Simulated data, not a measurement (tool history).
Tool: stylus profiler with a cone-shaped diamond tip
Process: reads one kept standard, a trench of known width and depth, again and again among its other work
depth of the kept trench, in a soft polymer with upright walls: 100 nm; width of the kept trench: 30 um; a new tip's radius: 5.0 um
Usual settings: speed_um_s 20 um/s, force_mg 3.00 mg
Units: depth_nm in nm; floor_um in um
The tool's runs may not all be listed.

run 1 day=0.000 | speed_um_s=20 force_mg=3.00 | depth_nm=102.19 floor_um=27.43
run 2 day=0.917 | speed_um_s=20 force_mg=1.74 | depth_nm=101.71 floor_um=27.41
run 3 day=1.733 | speed_um_s=20 force_mg=1.74 | depth_nm=101.51 floor_um=27.36
run 4 day=3.533 | speed_um_s=6 force_mg=1.74 | depth_nm=101.41 floor_um=27.52
-- day=3.733 height scale calibrated on a step standard
run 5 day=4.408 | speed_um_s=20 force_mg=3.00 | depth_nm=102.28 floor_um=27.42
run 6 day=6.392 | speed_um_s=20 force_mg=3.00 | depth_nm=102.26 floor_um=27.38
run 7 day=8.108 | speed_um_s=20 force_mg=6.90 | depth_nm=103.49 floor_um=27.45
-- day=8.671 height scale calibrated on a step standard, once more
run 8 day=9.279 | speed_um_s=36 force_mg=6.67 | depth_nm=103.35 floor_um=27.41
run 9 day=10.429 | speed_um_s=36 force_mg=6.67 | depth_nm=103.19 floor_um=27.40
run 10 day=11.708 | speed_um_s=6 force_mg=1.88 | depth_nm=101.21 floor_um=27.45

3 ways to go on from here, each from the tool as it stands after run 10. What would each give?
run A day=13.238 | speed_um_s=58 force_mg=2.67 | depth_nm=? floor_um=?
run B day=13.238 | speed_um_s=30 force_mg=3.51 | depth_nm=? floor_um=?
run C day=13.238 | speed_um_s=17 force_mg=5.04 | depth_nm=? floor_um=?

run=A depth_nm=101.78 floor_um=27.18
run=B depth_nm=102.10 floor_um=27.33
run=C depth_nm=102.79 floor_um=27.43
Without the tool's hidden state the same runs would have given:
run=A depth_nm=101.77 floor_um=27.70
run=B depth_nm=102.08 floor_um=27.85
run=C depth_nm=102.77 floor_um=27.95
